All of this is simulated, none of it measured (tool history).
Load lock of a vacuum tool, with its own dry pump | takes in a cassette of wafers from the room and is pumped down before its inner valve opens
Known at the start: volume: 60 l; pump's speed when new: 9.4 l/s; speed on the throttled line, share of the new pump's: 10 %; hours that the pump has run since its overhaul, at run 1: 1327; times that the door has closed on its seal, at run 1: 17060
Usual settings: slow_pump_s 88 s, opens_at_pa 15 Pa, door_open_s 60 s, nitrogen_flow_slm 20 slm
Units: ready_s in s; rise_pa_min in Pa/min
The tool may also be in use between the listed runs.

run,hour,slow_pump_s,opens_at_pa,door_open_s,nitrogen_flow_slm,hours that the pump has run since its overhaul,times that the door has closed on its seal,"incoming humidity of the room's air, %",ready_s,rise_pa_min
1,0.0,88,15,60,20,1327,17060,44.1,138.5,0.190
2,220.0,88,15,60,20,1547,17644,43.7,137.1,0.191
3,437.5,88,15,60,20,1764,18222,45.7,137.6,0.190
4,577.3,88,26,60,20,1904,18593,45.8,134.2,0.207
5,845.6,88,15,60,20,2172,19306,46.1,137.8,0.202
6,1049.7,88,15,60,38,2376,19848,49.7,137.2,0.213
7,1188.0,88,15,60,38,2515,20215,44.3,138.3,0.216
8,1444.8,88,15,60,38,2771,20896,43.0,137.8,0.235
9,1638.8,88,15,60,38,2965,21412,41.7,138.3,0.234
10,1751.2,88,15,204,38,3078,21710,46.1,138.1,0.261
11,2026.0,88,15,204,11,3353,22440,44.6,138.9,0.288
12,2219.6,88,15,60,24,3546,22954,46.7,137.9,0.257
13,2388.1,88,15,60,24,3715,23401,45.7,139.3,0.261
14,2650.3,88,15,60,24,3977,24097,46.5,139.3,0.270
15,2811.3,88,15,60,20,4138,24525,43.0,138.5,0.285
16,3041.3,88,15,60,26,4368,25136,41.7,139.8,0.287
17,3301.7,88,15,60,20,4628,25827,43.8,139.1,0.304
18,3464.0,88,15,62,20,4791,26258,43.9,140.2,0.317
19,3632.5,88,15,60,20,4959,26705,42.2,140.3,0.323
20,3871.5,103,23,60,6,5198,27340,50.1,150.8,0.336
21,4015.2,103,23,60,6,5342,27721,46.0,149.8,0.347
22,4147.7,119,14,66,9,5474,28073,47.6,167.3,0.360
23,4358.6,88,11,61,20,5685,28633,46.0,142.1,0.348
24,4492.3,76,12,32,6,5819,28988,47.1,129.7,0.353
25,4713.1,52,12,74,9,6040,29575,45.1,109.5,0.379
26,4855.8,52,12,74,9,6182,29953,46.3,109.2,0.374
27,5068.9,133,25,43,30,6396,30519,45.9,176.8,0.381
28,5207.3,133,25,43,30,6534,30887,48.8,177.4,0.390
29,5348.4,88,13,74,10,6675,31262,41.2,141.7,0.409
30,5542.6,118,15,197,10,6869,31777,42.6,168.4,0.439
31,5685.4,118,15,197,10,7012,32156,46.8,167.2,0.452
32,5926.0,118,23,197,5,7253,32795,44.0,163.9,0.481
33,6037.5,88,22,60,20,7364,33091,45.0,137.0,0.443
34,6226.1,54,22,41,7,7553,33592,48.2,106.6,0.447
35,6440.8,54,22,152,7,7767,34162,45.5,107.5,0.483
36,6557.6,88,15,60,8,7884,34472,43.6,140.4,0.464
37,6750.2,88,15,60,8,8077,34984,47.2,140.3,0.482

Forecast each of these 3 alternatives for the next run:
A,6932.6,120,15,60,5,8259,35468,47.5,?,?
B,6932.6,88,15,60,38,8259,35468,41.5,?,?
C,6932.6,105,15,26,10,8259,35468,42.0,?,?

run,ready_s,rise_pa_min
A,170.2,0.493
B,139.8,0.480
C,156.0,0.482
Without the tool's hidden state the same runs would have given:
run,ready_s,rise_pa_min
A,165.3,0.030
B,134.6,0.012
C,150.9,0.012
